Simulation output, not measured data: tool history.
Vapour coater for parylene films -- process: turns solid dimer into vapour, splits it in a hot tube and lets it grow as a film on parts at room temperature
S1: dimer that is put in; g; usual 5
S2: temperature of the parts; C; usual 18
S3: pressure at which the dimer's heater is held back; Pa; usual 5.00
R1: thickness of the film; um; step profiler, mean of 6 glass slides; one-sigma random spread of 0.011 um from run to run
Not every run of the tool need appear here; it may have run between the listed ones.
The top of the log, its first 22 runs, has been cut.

Run 23, hour 423.9: usual settings but S2 12 C, S3 6.50 Pa. Result: R1 1.06 um.
Run 24, hour 445.1: usual settings but S2 12 C, S3 6.50 Pa. Result: R1 1.06 um.
Run 25, hour 458.3: usual settings but S2 13 C, S3 3.79 Pa. Result: R1 1.13 um.
Run 26, hour 483.6: usual settings but S2 12 C, S3 4.74 Pa. Result: R1 1.12 um.
Run 27, hour 499.6: usual settings but S1 2 g, S3 3.70 Pa. Result: R1 0.41 um.
Run 28, hour 511.8: usual settings but S1 2 g, S3 3.70 Pa. Result: R1 0.42 um.
Run 29, hour 526.7: usual settings but S1 2 g, S3 3.70 Pa. Result: R1 0.43 um.
Run 30, hour 544.2: usual settings but S1 3 g, S2 27 C, S3 3.37 Pa. Result: R1 0.54 um.
Run 31, hour 561.9: usual settings but S1 3 g, S2 27 C, S3 3.37 Pa. Result: R1 0.54 um.
Run 32, hour 574.8: usual settings but S2 10 C, S3 2.84 Pa. Result: R1 1.29 um.
Run 33, hour 591.7: usual settings but S2 17 C, S3 2.84 Pa. Result: R1 1.13 um.
Run 34, hour 613.3: usual settings but S2 12 C, S3 3.71 Pa. Result: R1 1.16 um.
Run 35, hour 634.5: usual settings but S1 4 g, S2 12 C, S3 3.71 Pa. Result: R1 0.92 um.
Run 36, hour 655.8: usual settings but S1 4 g, S2 12 C, S3 3.71 Pa. Result: R1 0.92 um.
Run 37, hour 674.6: usual settings but S1 6 g, S2 11 C, S3 4.16 Pa. Result: R1 1.37 um.
Run 38, hour 687.6: usual settings but S1 9 g, S3 5.84 Pa. Result: R1 1.67 um.
Run 39, hour 699.8: usual settings but S1 7 g, S2 13 C, S3 9.60 Pa. Result: R1 1.28 um.
Run 40, hour 724.9: usual settings but S1 7 g, S2 13 C, S3 9.60 Pa. Result: R1 1.27 um.
Run 41, hour 741.5: usual settings but S1 3 g, S2 11 C, S3 4.96 Pa. Result: R1 0.65 um.
At hour 753.9: trap's valve overhauled.
Run 42, hour 769.1: usual settings but S1 3 g, S2 11 C, S3 4.96 Pa. Result: R1 0.73 um.
Run 43, hour 782.3: usual settings but S1 3 g, S3 3.44 Pa. Result: R1 0.68 um.
Run 44, hour 797.5: usual settings but S1 6 g, S2 29 C, S3 6.89 Pa. Result: R1 0.96 um.
Run 45, hour 819.6: usual settings but S1 4 g, S3 12.00 Pa. Result: R1 0.69 um.
Run 46, hour 839.2: usual settings but S1 6 g, S2 17 C, S3 6.11 Pa. Result: R1 1.21 um.

Branching from run 46: 5 alternative next runs. What would each branch give?
Run A, hour 854.8: usual settings but S1 7 g, S3 6.66 Pa. Result: R1 ?.
Run B, hour 854.8: usual settings but S2 15 C. Result: R1 ?.
Run C, hour 854.8: usual settings but S1 6 g, S2 17 C, S3 6.00 Pa. Result: R1 ?.
Run D, hour 854.8: usual settings but S1 6 g, S2 10 C, S3 7.68 Pa. Result: R1 ?.
Run E, hour 854.8: usual settings but S1 7 g, S3 9.19 Pa. Result: R1 ?.

run    R1
  A  1.38
  B  1.09
  C  1.18
  D  1.32
  E  1.29
With the hidden condition removed and each run's random variation left untouched, the same runs would have given:
run    R1
  A  1.42
  B  1.12
  C  1.22
  D  1.36
  E  1.33
